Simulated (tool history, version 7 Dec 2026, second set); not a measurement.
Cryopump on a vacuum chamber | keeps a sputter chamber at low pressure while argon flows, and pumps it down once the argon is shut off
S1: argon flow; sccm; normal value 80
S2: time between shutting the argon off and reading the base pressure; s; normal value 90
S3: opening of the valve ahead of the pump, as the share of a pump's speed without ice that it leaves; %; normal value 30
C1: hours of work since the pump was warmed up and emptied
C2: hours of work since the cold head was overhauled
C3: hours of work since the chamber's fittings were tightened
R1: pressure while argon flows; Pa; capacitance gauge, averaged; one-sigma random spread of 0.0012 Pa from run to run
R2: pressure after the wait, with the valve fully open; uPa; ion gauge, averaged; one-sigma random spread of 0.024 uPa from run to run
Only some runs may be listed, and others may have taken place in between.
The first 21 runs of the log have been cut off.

Run 22, hour 794.6: usual settings but S1 90 sccm, S2 68 s, S3 29 %; C1 819; C2 819; C3 2819. Result: R1 0.3541 Pa, R2 3.15 uPa.
Run 23, hour 836.7: usual settings but S1 37 sccm, S2 37 s, S3 50 %; C1 847; C2 847; C3 2846. Result: R1 0.0878 Pa, R2 3.91 uPa.
Run 24, hour 876.3: usual settings but S1 121 sccm, S2 143 s, S3 21 %; C1 873; C2 873; C3 2872. Result: R1 0.6564 Pa, R2 2.76 uPa.
Run 25, hour 911.4: usual settings but S2 150 s, S3 18 %; C1 896; C2 896; C3 2895. Result: R1 0.5047 Pa, R2 2.83 uPa.
Run 26, hour 964.4: usual settings but S2 150 s, S3 18 %; C1 930; C2 930; C3 2930. Result: R1 0.5004 Pa, R2 2.79 uPa.
At hour 1004: leaking fittings of the chamber tightened, without venting.
Run 27, hour 1007.4: usual settings but S2 150 s, S3 18 %; C1 957; C2 957; C3 2. Result: R1 0.5049 Pa, R2 0.63 uPa.
Run 28, hour 1047.3: usual settings but S1 148 sccm, S2 270 s, S3 38 %; C1 983; C2 983; C3 28. Result: R1 0.4599 Pa, R2 0.5 uPa.
Run 29, hour 1104.5: usual settings but S1 148 sccm, S2 270 s, S3 38 %; C1 1021; C2 1021; C3 66. Result: R1 0.4605 Pa, R2 0.57 uPa.
Run 30, hour 1129.4: usual settings but S2 25 s; C1 1037; C2 1037; C3 82. Result: R1 0.3112 Pa, R2 2.64 uPa.
Run 31, hour 1167.2: usual settings but S1 46 sccm, S2 25 s, S3 46 %; C1 1062; C2 1062; C3 107. Result: R1 0.1208 Pa, R2 2.78 uPa.
Run 32, hour 1195.2: usual settings but S1 46 sccm, S2 25 s, S3 46 %; C1 1080; C2 1080; C3 125. Result: R1 0.1202 Pa, R2 2.7 uPa.
Run 33, hour 1243.5: usual settings but S1 46 sccm, S2 25 s, S3 46 %; C1 1112; C2 1112; C3 157. Result: R1 0.121 Pa, R2 2.71 uPa.

3 ways to go on from here, each from the tool as it stands after run 33. What would each give?
Run A, hour 1299.5: usual settings but S1 39 sccm, S2 66 s; C1 1148; C2 1148; C3 193. Result: R1 ?, R2 ?.
Run B, hour 1299.5: usual settings but S2 41 s; C1 1148; C2 1148; C3 193. Result: R1 ?, R2 ?.
Run C, hour 1299.5: usual settings but S1 133 sccm, S2 239 s, S3 27 %; C1 1148; C2 1148; C3 193. Result: R1 ?, R2 ?.

run      R1    R2
  A   0.153  1.34
  B  0.3121  1.84
  C  0.5751  0.64
Take away the tool's hidden state, keep each run's random variation, and the runs would have read:
run      R1    R2
  A  0.1434  1.12
  B  0.2924  1.62
  C  0.5423  0.43
